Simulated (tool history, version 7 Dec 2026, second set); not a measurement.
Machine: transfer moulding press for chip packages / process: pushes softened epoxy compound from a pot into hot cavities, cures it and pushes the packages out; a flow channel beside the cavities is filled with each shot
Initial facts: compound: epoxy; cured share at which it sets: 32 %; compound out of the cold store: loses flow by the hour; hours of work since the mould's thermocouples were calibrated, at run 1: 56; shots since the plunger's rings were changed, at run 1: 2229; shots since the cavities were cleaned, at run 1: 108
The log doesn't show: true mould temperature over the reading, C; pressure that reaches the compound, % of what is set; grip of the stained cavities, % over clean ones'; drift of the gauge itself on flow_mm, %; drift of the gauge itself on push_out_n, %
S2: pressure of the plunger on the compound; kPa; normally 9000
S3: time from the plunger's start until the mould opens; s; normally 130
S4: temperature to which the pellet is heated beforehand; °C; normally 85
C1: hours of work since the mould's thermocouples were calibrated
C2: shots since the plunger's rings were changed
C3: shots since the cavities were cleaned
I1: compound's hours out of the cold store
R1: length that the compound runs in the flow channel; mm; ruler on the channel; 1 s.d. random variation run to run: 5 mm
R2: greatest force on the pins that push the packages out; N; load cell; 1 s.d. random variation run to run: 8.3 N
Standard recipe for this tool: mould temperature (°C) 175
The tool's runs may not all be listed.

run 1 hour=0 | mould_temperature_(°C)=175 S2=9000 S3=130 S4=85 | C1=56 C2=2229 C3=108 | I1=29.7 | R1=810 R2=444
-- hour=37.7 cavities cleaned with cleaning compound and waxed
run 2 hour=55.6 | mould_temperature_(°C)=175 S2=9000 S3=130 S4=78 | C1=98 C2=2865 C3=210 | I1=9.2 | R1=893 R2=508
-- hour=82.8 cavities cleaned with cleaning compound and waxed
run 3 hour=82.8 | mould_temperature_(°C)=175 S2=9000 S3=130 S4=78 | C1=118 C2=3167 C3=0 | I1=46.1 | R1=759 R2=367
run 4 hour=120.4 | mould_temperature_(°C)=175 S2=9000 S3=130 S4=78 | C1=147 C2=3609 C3=442 | I1=15.4 | R1=860 R2=607
-- hour=128.9 cavities cleaned with cleaning compound and waxed
-- hour=153.1 plunger's sealing rings changed
run 5 hour=161.6 | mould_temperature_(°C)=175 S2=9000 S3=130 S4=78 | C1=175 C2=99 C3=355 | I1=24.3 | R1=854 R2=569
-- hour=177 cavities cleaned with cleaning compound and waxed
run 6 hour=200.4 | mould_temperature_(°C)=175 S2=9000 S3=130 S4=88 | C1=204 C2=538 C3=275 | I1=11.9 | R1=905 R2=563
-- hour=223.8 cavities cleaned with cleaning compound and waxed
run 7 hour=251.8 | mould_temperature_(°C)=170 S2=10400 S3=114 S4=81 | C1=243 C2=1124 C3=330 | I1=45.4 | R1=851 R2=735
-- hour=267.9 cavities cleaned with cleaning compound and waxed
-- hour=312.1 cavities cleaned with cleaning compound and waxed
run 8 hour=312.1 | mould_temperature_(°C)=170 S2=10400 S3=114 S4=81 | C1=287 C2=1797 C3=0 | I1=10 | R1=976 R2=512
run 9 hour=346.4 | mould_temperature_(°C)=175 S2=7560 S3=130 S4=85 | C1=313 C2=2200 C3=403 | I1=40.2 | R1=712 R2=598

For run 10, what comes out?
-- hour=353.7 mould's thermocouples calibrated
-- hour=360.3 cavities cleaned with cleaning compound and waxed
run 10 hour=399.3 | mould_temperature_(°C)=175 S2=10710 S3=130 S4=85 | C1=34 C2=2781 C3=459 | I1=21.8 | R1=? R2=?

Run 10 came out at R1 933 mm, R2 634 N.
Without the tool's hidden state the same run would have given R1 963 mm, R2 378 N.

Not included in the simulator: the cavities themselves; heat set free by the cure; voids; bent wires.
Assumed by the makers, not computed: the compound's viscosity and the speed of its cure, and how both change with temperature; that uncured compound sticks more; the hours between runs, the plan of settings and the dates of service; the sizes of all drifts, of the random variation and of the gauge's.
